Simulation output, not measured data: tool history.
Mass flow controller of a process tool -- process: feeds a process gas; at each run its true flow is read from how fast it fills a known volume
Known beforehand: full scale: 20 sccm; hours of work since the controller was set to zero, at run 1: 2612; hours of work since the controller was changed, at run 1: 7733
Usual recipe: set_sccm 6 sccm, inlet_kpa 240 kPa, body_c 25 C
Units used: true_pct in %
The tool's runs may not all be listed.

run,day,set_sccm,inlet_kpa,body_c,hours of work since the controller was set to zero,hours of work since the controller was changed,true_pct
1,0.000,6,240,25,2612,7733,99.59
2,15.342,6,240,25,2777,7898,99.73
3,40.250,6,192,25,3046,8167,99.70
# day 46.071: controller exchanged for a calibrated one
4,57.304,6,192,25,121,121,99.64
5,77.308,6,192,25,337,337,100.01
6,98.275,6,240,25,563,563,100.29
7,108.825,6,240,25,676,676,100.55
8,127.429,6,240,25,877,877,100.59
9,146.383,15,209,25,1081,1081,101.05
10,171.262,15,209,25,1349,1349,101.32
11,186.550,5,146,37,1514,1514,101.08
12,204.038,11,146,22,1702,1702,100.73
13,216.279,3,240,25,1834,1834,101.22
14,233.433,5,170,20,2019,2019,100.69
15,246.825,3,279,27,2163,2163,101.85
16,267.525,6,240,32,2386,2386,102.26

Selected run-to-run steps in true_pct, each split into two signed amounts: the part the tool would show with no hidden state at all (from settings, incoming material and random variation), and the remainder, which goes to the hidden state together with any gauge scatter not common to the measured and the hidden-state-free results:
Hidden state at play: flow at rest that the sensor doesn't see, % of full scale; true flow over the shown one, %; drift of the gauge itself on true_pct, %.
Run 9 -> 10: settings left as they were, no log entry in between. true_pct +0.27 %: hidden state +0.22, all else +0.05.
Run 14 -> 15: set_sccm 5 -> 3, inlet_kpa 170 -> 279, body_c 20 -> 27. true_pct +1.16 %: hidden state +0.12, all else +1.04.
